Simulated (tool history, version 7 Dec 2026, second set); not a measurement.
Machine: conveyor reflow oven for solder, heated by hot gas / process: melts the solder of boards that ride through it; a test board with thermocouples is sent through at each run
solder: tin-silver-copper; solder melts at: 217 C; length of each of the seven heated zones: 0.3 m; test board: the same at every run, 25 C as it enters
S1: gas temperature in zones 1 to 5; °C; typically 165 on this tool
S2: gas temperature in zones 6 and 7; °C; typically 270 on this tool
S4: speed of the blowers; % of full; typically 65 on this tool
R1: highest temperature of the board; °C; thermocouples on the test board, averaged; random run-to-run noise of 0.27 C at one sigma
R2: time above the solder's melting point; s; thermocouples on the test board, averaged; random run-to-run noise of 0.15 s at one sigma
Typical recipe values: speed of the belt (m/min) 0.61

Run 1, hour 0: usual settings. Result: R1 252.3 °C, R2 41.4 s.
Run 2, hour 37.6: usual settings but speed of the belt (m/min) 0.64. Result: R1 250.2 °C, R2 38.5 s.
Run 3, hour 80.9: usual settings but speed of the belt (m/min) 0.64. Result: R1 250.3 °C, R2 38.5 s.
Run 4, hour 133.2: usual settings but speed of the belt (m/min) 0.64. Result: R1 250 °C, R2 38.2 s.
Run 5, hour 156.3: usual settings but S4 64 % of full. Result: R1 251.9 °C, R2 41.6 s.
Run 6, hour 212.5: usual settings but speed of the belt (m/min) 0.557. Result: R1 254.8 °C, R2 47.9 s.
Run 7, hour 266.3: usual settings. Result: R1 252.1 °C, R2 41.6 s.
Run 8, hour 290.6: usual settings. Result: R1 252 °C, R2 41.6 s.
Run 9, hour 323.6: usual settings but S2 263 °C. Result: R1 245.9 °C, R2 38.1 s.
Run 10, hour 365.1: usual settings but S2 263 °C. Result: R1 245.7 °C, R2 37.8 s.
At hour 401.9: flux residue cleaned out of gas plates and filters.
Run 11, hour 423.7: usual settings but S2 263 °C. Result: R1 245.5 °C, R2 37.9 s.
Run 12, hour 449.9: usual settings but S2 263 °C. Result: R1 246.1 °C, R2 38.1 s.
Run 13, hour 476.5: usual settings. Result: R1 252.1 °C, R2 41.6 s.
Run 14, hour 524.4: usual settings. Result: R1 251.9 °C, R2 42.1 s.
Run 15, hour 574.7: usual settings. Result: R1 252.1 °C, R2 41.7 s.
At hour 579.9: thermocouples of zones 6 and 7 changed.
Run 16, hour 629.4: usual settings. Result: R1 252.3 °C, R2 41.8 s.
Run 17, hour 671.7: usual settings but S2 265 °C. Result: R1 247.6 °C, R2 39.3 s.
Run 18, hour 716.6: usual settings but S2 265 °C. Result: R1 247.3 °C, R2 39 s.
Run 19, hour 751.5: usual settings but S1 158 °C, S4 58 % of full. Result: R1 249.5 °C, R2 38.2 s.
Run 20, hour 799.1: usual settings but S1 160 °C, speed of the belt (m/min) 0.68, S4 81 % of full. Result: R1 250.6 °C, R2 35 s.
Run 21, hour 851.8: usual settings but S1 160 °C, speed of the belt (m/min) 0.68, S4 81 % of full. Result: R1 250.3 °C, R2 35.5 s.
Run 22, hour 903.3: usual settings but S1 160 °C, speed of the belt (m/min) 0.68, S4 81 % of full. Result: R1 250.1 °C, R2 35.2 s.
Run 23, hour 940.8: usual settings but S1 160 °C, speed of the belt (m/min) 0.68, S4 81 % of full. Result: R1 250.2 °C, R2 35.4 s.
Run 24, hour 970.2: usual settings but S1 176 °C, speed of the belt (m/min) 0.533, S4 64 % of full. Result: R1 258.2 °C, R2 55.2 s.
Run 25, hour 1018.1: usual settings but S1 169 °C, S2 273 °C, S4 86 % of full. Result: R1 258.7 °C, R2 46.4 s.
Run 26, hour 1071.7: usual settings but S1 177 °C, S2 261 °C, speed of the belt (m/min) 0.549, S4 87 % of full. Result: R1 252 °C, R2 51.5 s.
Run 27, hour 1102.1: usual settings but S1 168 °C, S2 261 °C, speed of the belt (m/min) 0.604, S4 69 % of full. Result: R1 245.5 °C, R2 39.7 s.

Below are 3 alternative next runs, each starting from the tool's condition after run 27. Predict each:
At hour 1137.8: flux residue cleaned out of gas plates and filters.
Run A, hour 1145.6: usual settings but S2 278 °C, speed of the belt (m/min) 0.581, S4 52 % of full. Result: R1 ?, R2 ?.
At hour 1137.8: flux residue cleaned out of gas plates and filters.
Run B, hour 1145.6: usual settings but S1 157 °C. Result: R1 ?, R2 ?.
At hour 1137.8: flux residue cleaned out of gas plates and filters.
Run C, hour 1145.6: usual settings but S2 279 °C, speed of the belt (m/min) 0.599, S4 70 % of full. Result: R1 ?, R2 ?.

run     R1    R2
  A  257.6  46.8
  B  250.6  39.3
  C  261.7  47.6
Had the tool no hidden state, the same runs would have come out as:
run     R1    R2
  A  257.7  46.8
  B  250.6  39.2
  C  261.8  47.5
